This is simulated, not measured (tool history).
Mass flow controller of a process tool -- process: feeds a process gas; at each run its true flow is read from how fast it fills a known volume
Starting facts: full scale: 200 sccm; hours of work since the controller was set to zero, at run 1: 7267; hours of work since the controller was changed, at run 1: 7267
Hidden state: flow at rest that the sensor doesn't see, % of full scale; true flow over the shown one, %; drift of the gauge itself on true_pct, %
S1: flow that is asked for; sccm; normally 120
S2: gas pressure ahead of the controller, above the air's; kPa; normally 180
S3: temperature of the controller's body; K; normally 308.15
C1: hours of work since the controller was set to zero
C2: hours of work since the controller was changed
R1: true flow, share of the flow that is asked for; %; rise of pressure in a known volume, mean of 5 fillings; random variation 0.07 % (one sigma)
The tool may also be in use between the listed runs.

run	day	S1	S2	S3	C1	C2	R1
1	0.000	120	180	308.15	7267	7267	100.71
2	3.217	120	180	303.15	7294	7294	100.89
3	7.383	120	180	308.15	7329	7329	100.70
4	10.467	120	180	308.15	7354	7354	100.81
5	14.188	120	180	308.15	7385	7385	100.72
6	18.350	120	180	308.15	7419	7419	100.91
7	22.254	120	180	308.15	7452	7452	100.88
8	26.338	120	180	308.15	7485	7485	100.77
9	30.983	73	180	308.15	7524	7524	100.16
10	36.292	120	244	308.15	7568	7568	101.34
11	41.175	199	245	309.15	7608	7608	101.93
# day 41.554: controller exchanged for a calibrated one
12	44.292	199	245	308.15	23	23	100.00
13	47.288	85	169	294.15	47	47	99.55
14	50.846	120	237	308.15	77	77	99.84
15	55.754	195	152	308.15	117	117	99.32
16	60.788	195	152	308.15	159	159	99.47
17	64.321	88	140	305.15	188	188	99.05
18	69.483	88	140	305.15	231	231	99.14

What will run 19 give?
19	72.233	88	140	305.15	254	254	?

For run 19 the tool returned R1 99.20 %.
With the hidden condition absent and the run-to-run variation left alone, this run would have shown R1 99.04 %.

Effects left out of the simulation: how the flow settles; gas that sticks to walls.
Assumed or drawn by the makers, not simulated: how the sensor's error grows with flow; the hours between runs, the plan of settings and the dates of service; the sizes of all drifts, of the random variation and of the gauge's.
